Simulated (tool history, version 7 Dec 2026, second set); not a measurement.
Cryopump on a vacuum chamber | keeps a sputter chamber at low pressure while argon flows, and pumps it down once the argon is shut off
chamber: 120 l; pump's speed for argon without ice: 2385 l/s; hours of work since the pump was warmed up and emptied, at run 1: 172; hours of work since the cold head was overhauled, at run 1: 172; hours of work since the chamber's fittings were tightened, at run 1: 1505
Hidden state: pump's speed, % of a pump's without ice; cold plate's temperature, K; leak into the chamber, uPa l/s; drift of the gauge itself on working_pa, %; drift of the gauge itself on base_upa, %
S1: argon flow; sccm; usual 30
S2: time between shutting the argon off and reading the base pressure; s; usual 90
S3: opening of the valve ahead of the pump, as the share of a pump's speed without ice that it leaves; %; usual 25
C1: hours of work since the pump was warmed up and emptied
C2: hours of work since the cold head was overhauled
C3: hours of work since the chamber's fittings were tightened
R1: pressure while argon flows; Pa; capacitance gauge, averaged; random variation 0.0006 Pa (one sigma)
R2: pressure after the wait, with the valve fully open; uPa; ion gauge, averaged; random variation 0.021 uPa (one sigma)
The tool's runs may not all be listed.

| run | hour | S1 | S2 | S3 | C1 | C2 | C3 | R1 | R2 |
|---|---|---|---|---|---|---|---|---|---|
| 1 | 0 | 30 | 90 | 25 | 172 | 172 | 1505 | 0.087 | 0.59 |
| 2 | 9.9 | 30 | 90 | 25 | 177 | 177 | 1509 | 0.0861 | 0.62 |
| 3 | 26.1 | 30 | 90 | 25 | 184 | 184 | 1517 | 0.0867 | 0.6 |
| 4 | 32.9 | 30 | 90 | 25 | 187 | 187 | 1520 | 0.0856 | 0.62 |
| 5 | 46 | 19 | 90 | 25 | 193 | 193 | 1526 | 0.0546 | 0.6 |
| 6 | 60.2 | 19 | 90 | 25 | 200 | 200 | 1533 | 0.0534 | 0.63 |
| 7 | 72.6 | 19 | 90 | 54 | 206 | 206 | 1538 | 0.0262 | 0.63 |
| 8 | 87.8 | 19 | 90 | 54 | 213 | 213 | 1545 | 0.026 | 0.62 |
| 9 | 95.7 | 20 | 90 | 54 | 216 | 216 | 1549 | 0.0268 | 0.61 |
| 10 | 110.9 | 30 | 90 | 50 | 223 | 223 | 1556 | 0.043 | 0.63 |
| 11 | 121.2 | 30 | 90 | 50 | 228 | 228 | 1561 | 0.0432 | 0.63 |
| 12 | 135.2 | 30 | 90 | 25 | 234 | 234 | 1567 | 0.0875 | 0.62 |
| 13 | 150 | 30 | 90 | 25 | 241 | 241 | 1574 | 0.0875 | 0.66 |
| 14 | 165.6 | 30 | 90 | 25 | 248 | 248 | 1581 | 0.0868 | 0.63 |
| 15 | 179.1 | 30 | 90 | 25 | 255 | 255 | 1587 | 0.0863 | 0.67 |
| 16 | 195.1 | 30 | 90 | 21 | 262 | 262 | 1595 | 0.1025 | 0.64 |
| 17 | 205.3 | 30 | 90 | 25 | 267 | 267 | 1599 | 0.0866 | 0.61 |
| 18 | 214.9 | 30 | 90 | 25 | 271 | 271 | 1604 | 0.0868 | 0.67 |
| 19 | 222 | 14 | 90 | 25 | 274 | 274 | 1607 | 0.041 | 0.62 |
| 20 | 235.7 | 55 | 48 | 22 | 281 | 281 | 1613 | 0.1804 | 0.87 |
| 21 | 249.9 | 55 | 48 | 22 | 287 | 287 | 1620 | 0.1806 | 0.95 |
| 22 | 263.4 | 46 | 294 | 25 | 293 | 293 | 1626 | 0.1346 | 0.43 |
| 23 | 272.8 | 13 | 88 | 20 | 298 | 298 | 1630 | 0.0464 | 0.67 |
| 24 | 286.5 | 13 | 88 | 20 | 304 | 304 | 1637 | 0.0477 | 0.68 |
| 25 | 293.6 | 22 | 47 | 60 | 307 | 307 | 1640 | 0.0269 | 0.91 |
| 26 | 310.2 | 18 | 197 | 20 | 315 | 315 | 1648 | 0.065 | 0.48 |
| 27 | 320.6 | 30 | 90 | 16 | 320 | 320 | 1652 | 0.1356 | 0.63 |
| 28 | 336.7 | 13 | 31 | 29 | 327 | 327 | 1660 | 0.0331 | 1.27 |
| 29 | 346.9 | 13 | 163 | 20 | 332 | 332 | 1665 | 0.0471 | 0.5 |
| 30 | 363.6 | 49 | 182 | 22 | 339 | 339 | 1672 | 0.1615 | 0.51 |
| 31 | 374.9 | 18 | 67 | 19 | 345 | 345 | 1677 | 0.0684 | 0.74 |
| 32 | 389.2 | 45 | 34 | 20 | 351 | 351 | 1684 | 0.1615 | 1.16 |
| 33 | 405 | 30 | 42 | 51 | 358 | 358 | 1691 | 0.0438 | 1.03 |
| 34 | 418 | 30 | 90 | 25 | 364 | 364 | 1697 | 0.0876 | 0.64 |
| 35 | 428.4 | 40 | 69 | 22 | 369 | 369 | 1702 | 0.1319 | 0.74 |

3 ways to go on from here, each from the tool as it stands after run 35. What would each give?
| A | 442.4 | 12 | 90 | 17 | 376 | 376 | 1708 | ? | ? |
| B | 442.4 | 40 | 86 | 22 | 376 | 376 | 1708 | ? | ? |
| C | 442.4 | 30 | 90 | 24 | 376 | 376 | 1708 | ? | ? |

| run | R1 | R2 |
|---|---|---|
| A | 0.0507 | 0.66 |
| B | 0.1319 | 0.66 |
| C | 0.0918 | 0.69 |
Without the tool's hidden state the same runs would have given:
| run | R1 | R2 |
|---|---|---|
| A | 0.0498 | 0.43 |
| B | 0.1289 | 0.43 |
| C | 0.0895 | 0.44 |

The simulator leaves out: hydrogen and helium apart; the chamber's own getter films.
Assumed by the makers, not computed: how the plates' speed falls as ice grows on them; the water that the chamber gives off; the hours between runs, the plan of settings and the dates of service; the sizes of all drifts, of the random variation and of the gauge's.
